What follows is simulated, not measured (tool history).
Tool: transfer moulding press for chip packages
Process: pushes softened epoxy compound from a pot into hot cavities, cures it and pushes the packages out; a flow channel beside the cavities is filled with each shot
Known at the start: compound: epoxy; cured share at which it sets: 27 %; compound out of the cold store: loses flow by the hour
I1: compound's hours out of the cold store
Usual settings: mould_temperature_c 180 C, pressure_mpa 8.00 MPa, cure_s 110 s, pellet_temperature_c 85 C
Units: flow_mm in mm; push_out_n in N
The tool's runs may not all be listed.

run 1 day=0.000 | mould_temperature_c=180 pressure_mpa=8.00 cure_s=110 pellet_temperature_c=85 | I1=19.9 | flow_mm=535 push_out_n=241
run 2 day=0.425 | mould_temperature_c=180 pressure_mpa=8.00 cure_s=110 pellet_temperature_c=85 | I1=22.2 | flow_mm=530 push_out_n=264
run 3 day=0.879 | mould_temperature_c=180 pressure_mpa=8.00 cure_s=110 pellet_temperature_c=85 | I1=15.3 | flow_mm=543 push_out_n=270
run 4 day=1.100 | mould_temperature_c=180 pressure_mpa=8.00 cure_s=110 pellet_temperature_c=85 | I1=28.7 | flow_mm=515 push_out_n=283
run 5 day=1.538 | mould_temperature_c=180 pressure_mpa=8.00 cure_s=113 pellet_temperature_c=85 | I1=37.4 | flow_mm=491 push_out_n=293
run 6 day=1.750 | mould_temperature_c=180 pressure_mpa=8.00 cure_s=113 pellet_temperature_c=85 | I1=45.1 | flow_mm=482 push_out_n=297
run 7 day=1.996 | mould_temperature_c=180 pressure_mpa=8.00 cure_s=113 pellet_temperature_c=85 | I1=24.5 | flow_mm=516 push_out_n=292
run 8 day=2.325 | mould_temperature_c=180 pressure_mpa=8.00 cure_s=125 pellet_temperature_c=85 | I1=16.9 | flow_mm=540 push_out_n=285
run 9 day=2.654 | mould_temperature_c=180 pressure_mpa=8.00 cure_s=125 pellet_temperature_c=85 | I1=34.9 | flow_mm=497 push_out_n=307
run 10 day=3.104 | mould_temperature_c=180 pressure_mpa=8.00 cure_s=110 pellet_temperature_c=85 | I1=37.8 | flow_mm=490 push_out_n=319
run 11 day=3.412 | mould_temperature_c=180 pressure_mpa=8.00 cure_s=110 pellet_temperature_c=85 | I1=30.8 | flow_mm=504 push_out_n=324
run 12 day=3.912 | mould_temperature_c=180 pressure_mpa=8.00 cure_s=110 pellet_temperature_c=85 | I1=40.7 | flow_mm=486 push_out_n=328
-- day=4.242 cavities cleaned with cleaning compound and waxed
run 13 day=4.271 | mould_temperature_c=180 pressure_mpa=8.00 cure_s=110 pellet_temperature_c=85 | I1=47.0 | flow_mm=470 push_out_n=221
run 14 day=4.688 | mould_temperature_c=180 pressure_mpa=8.00 cure_s=135 pellet_temperature_c=85 | I1=17.3 | flow_mm=536 push_out_n=228
run 15 day=4.925 | mould_temperature_c=180 pressure_mpa=9.61 cure_s=134 pellet_temperature_c=81 | I1=43.2 | flow_mm=522 push_out_n=236
run 16 day=5.279 | mould_temperature_c=180 pressure_mpa=6.84 cure_s=110 pellet_temperature_c=77 | I1=46.9 | flow_mm=435 push_out_n=259
run 17 day=5.583 | mould_temperature_c=176 pressure_mpa=8.00 cure_s=93 pellet_temperature_c=85 | I1=25.8 | flow_mm=519 push_out_n=424
run 18 day=6.012 | mould_temperature_c=188 pressure_mpa=7.16 cure_s=142 pellet_temperature_c=85 | I1=25.7 | flow_mm=467 push_out_n=271
run 19 day=6.238 | mould_temperature_c=180 pressure_mpa=7.16 cure_s=94 pellet_temperature_c=85 | I1=21.6 | flow_mm=497 push_out_n=360
run 20 day=6.462 | mould_temperature_c=180 pressure_mpa=9.37 cure_s=110 pellet_temperature_c=77 | I1=17.0 | flow_mm=572 push_out_n=304
run 21 day=6.858 | mould_temperature_c=180 pressure_mpa=8.00 cure_s=141 pellet_temperature_c=87 | I1=9.2 | flow_mm=546 push_out_n=295
run 22 day=7.271 | mould_temperature_c=180 pressure_mpa=9.24 cure_s=141 pellet_temperature_c=75 | I1=37.5 | flow_mm=523 push_out_n=287
run 23 day=7.771 | mould_temperature_c=184 pressure_mpa=6.30 cure_s=110 pellet_temperature_c=85 | I1=34.8 | flow_mm=427 push_out_n=297
run 24 day=8.246 | mould_temperature_c=175 pressure_mpa=9.40 cure_s=92 pellet_temperature_c=85 | I1=36.1 | flow_mm=538 push_out_n=492
-- day=8.750 cavities cleaned with cleaning compound and waxed
run 25 day=8.750 | mould_temperature_c=184 pressure_mpa=8.00 cure_s=92 pellet_temperature_c=89 | I1=20.0 | flow_mm=506 push_out_n=236
run 26 day=9.029 | mould_temperature_c=180 pressure_mpa=8.19 cure_s=110 pellet_temperature_c=80 | I1=27.2 | flow_mm=509 push_out_n=237
run 27 day=9.296 | mould_temperature_c=180 pressure_mpa=8.19 cure_s=110 pellet_temperature_c=80 | I1=18.3 | flow_mm=533 push_out_n=262
run 28 day=9.529 | mould_temperature_c=180 pressure_mpa=8.19 cure_s=114 pellet_temperature_c=84 | I1=46.1 | flow_mm=471 push_out_n=248

Forecast each of these 5 alternatives for the next run:
run A day=9.988 | mould_temperature_c=175 pressure_mpa=8.19 cure_s=128 pellet_temperature_c=83 | I1=40.0 | flow_mm=? push_out_n=?
run B day=9.988 | mould_temperature_c=184 pressure_mpa=8.00 cure_s=110 pellet_temperature_c=85 | I1=38.1 | flow_mm=? push_out_n=?
run C day=9.988 | mould_temperature_c=180 pressure_mpa=8.44 cure_s=107 pellet_temperature_c=84 | I1=21.8 | flow_mm=? push_out_n=?
run D day=9.988 | mould_temperature_c=180 pressure_mpa=6.29 cure_s=110 pellet_temperature_c=85 | I1=44.6 | flow_mm=? push_out_n=?
run E day=9.988 | mould_temperature_c=180 pressure_mpa=9.13 cure_s=107 pellet_temperature_c=86 | I1=22.8 | flow_mm=? push_out_n=?

run=A flow_mm=493 push_out_n=273
run=B flow_mm=471 push_out_n=262
run=C flow_mm=527 push_out_n=292
run=D flow_mm=416 push_out_n=262
run=E flow_mm=547 push_out_n=289
Without the tool's hidden state the same runs would have given:
run=A flow_mm=523 push_out_n=213
run=B flow_mm=499 push_out_n=205
run=C flow_mm=559 push_out_n=230
run=D flow_mm=441 push_out_n=204
run=E flow_mm=581 push_out_n=229
